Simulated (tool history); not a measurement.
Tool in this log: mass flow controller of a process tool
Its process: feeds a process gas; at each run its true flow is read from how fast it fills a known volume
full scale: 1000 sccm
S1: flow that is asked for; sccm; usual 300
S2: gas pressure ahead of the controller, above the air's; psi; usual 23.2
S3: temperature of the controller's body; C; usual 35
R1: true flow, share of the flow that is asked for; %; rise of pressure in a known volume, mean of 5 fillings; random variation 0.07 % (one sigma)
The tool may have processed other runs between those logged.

run	day	S1	S2	S3	R1
1	0.000	300	23.2	35	98.11
2	4.738	300	23.2	35	98.00
3	7.112	146	23.2	35	97.29
4	11.092	146	23.2	35	97.18
5	15.579	146	23.2	35	97.24
6	18.621	146	23.2	35	97.09
7	20.654	146	23.2	35	97.09
8	22.808	146	23.2	35	97.14
9	25.279	146	23.2	35	97.17
10	27.712	300	23.2	21	98.32
11	32.492	300	23.2	21	98.31
12	35.221	300	23.2	21	98.29
13	37.862	300	23.2	22	98.19
14	40.129	300	23.2	22	98.37
15	44.367	147	22.8	25	97.33
16	46.829	147	22.8	25	97.30
17	51.312	147	22.8	25	97.22
18	53.517	147	22.8	25	97.26

5 ways to go on from here, each from the tool as it stands after run 18. What would each give?
A	56.750	147	22.8	28	?
B	56.750	147	29.3	25	?
C	56.750	143	29.9	35	?
D	56.750	580	35.5	35	?
E	56.750	190	23.2	33	?

run	R1
A	97.03
B	97.22
C	96.92
D	98.59
E	97.37
With no hidden state in the tool, these same runs would have given:
run	R1
A	99.43
B	99.61
C	99.36
D	99.71
E	99.38
